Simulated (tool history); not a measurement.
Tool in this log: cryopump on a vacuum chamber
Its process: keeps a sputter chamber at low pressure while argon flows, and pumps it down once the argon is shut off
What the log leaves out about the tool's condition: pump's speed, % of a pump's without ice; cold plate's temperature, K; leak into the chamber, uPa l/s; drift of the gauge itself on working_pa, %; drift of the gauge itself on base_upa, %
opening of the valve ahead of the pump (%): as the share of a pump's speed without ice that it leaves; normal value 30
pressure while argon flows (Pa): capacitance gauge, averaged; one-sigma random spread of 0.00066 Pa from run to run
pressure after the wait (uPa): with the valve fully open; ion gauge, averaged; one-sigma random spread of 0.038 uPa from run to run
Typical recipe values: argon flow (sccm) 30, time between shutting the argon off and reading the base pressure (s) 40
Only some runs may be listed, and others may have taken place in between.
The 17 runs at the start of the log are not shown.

run     day  argon flow (sccm)  time between shutting the argon off and reading the base pressure (s)  opening of the valve ahead of the pump (%)  hours of work since the pump was warmed up and emptied  hours of work since the cold head was overhauled  hours of work since the chamber's fittings were tightened  pressure while argon flows (Pa)  pressure after the wait (uPa)
 18  20.412                 30                                                                     40                                          30                                                     737                                               737                                                        873                           0.1192                           3.45
 19  22.129                 12                                                                    104                                          31                                                     769                                               769                                                        905                           0.0459                           2.27
 20  23.542                 16                                                                     46                                          36                                                     796                                               796                                                        932                           0.0543                           3.32
 21  24.475                 57                                                                     46                                          23                                                     814                                               814                                                        949                           0.2927                           3.43
 22  25.642                 48                                                                    198                                          41                                                     836                                               836                                                        972                           0.1462                           2.04
 23  26.892                 48                                                                    198                                          41                                                     859                                               859                                                        995                           0.1458                           2.13
 24  28.538                 48                                                                    198                                          41                                                     891                                               891                                                       1026                           0.1465                           2.13
 25  29.950                 17                                                                    100                                          51                                                     917                                               917                                                       1053                           0.0435                           2.60
 26  30.738                 12                                                                     40                                          30                                                     932                                               932                                                       1068                           0.0486                           3.93
 27  32.158                 30                                                                     40                                          22                                                     959                                               959                                                       1095                           0.1624                           3.80
 28  33.858                 51                                                                     62                                          38                                                     991                                               991                                                       1127                           0.1709                           3.26
 29  35.162                 30                                                                     40                                          20                                                    1016                                              1016                                                       1152                           0.1780                           3.90
 30  36.767                 53                                                                     37                                          48                                                    1046                                              1046                                                       1182                           0.1465                           4.32
     37.138  -- pump warmed up, emptied and cooled again
 31  38.333                 32                                                                    249                                          22                                                      23                                              1072                                                       1208                           0.1592                           1.90
 32  39.650                 32                                                                    249                                          22                                                      48                                              1097                                                       1233                           0.1595                           1.92
 33  40.604                 39                                                                     27                                          49                                                      66                                              1115                                                       1251                           0.0887                           4.50
 34  41.425                 14                                                                    178                                          27                                                      81                                              1131                                                       1266                           0.0576                           2.07

Each row is a separate what-if for the run after 34, all from the same tool condition, not one after another. Results?
  A  42.196                 34                                                                     53                                          42                                                      96                                              1145                                                       1281                                ?                              ?
  B  42.196                 14                                                                     80                                          22                                                      96                                              1145                                                       1281                                ?                              ?
  C  42.196                 30                                                                     40                                          47                                                      96                                              1145                                                       1281                                ?                              ?

run  pressure while argon flows (Pa)  pressure after the wait (uPa)
  A                           0.0901                           3.11
  B                           0.0708                           2.62
  C                           0.0703                           3.51
With the hidden condition removed and each run's random variation left untouched, the same runs would have given:
run  pressure while argon flows (Pa)  pressure after the wait (uPa)
  A                           0.0884                           1.66
  B                           0.0701                           1.14
  C                           0.0689                           2.06
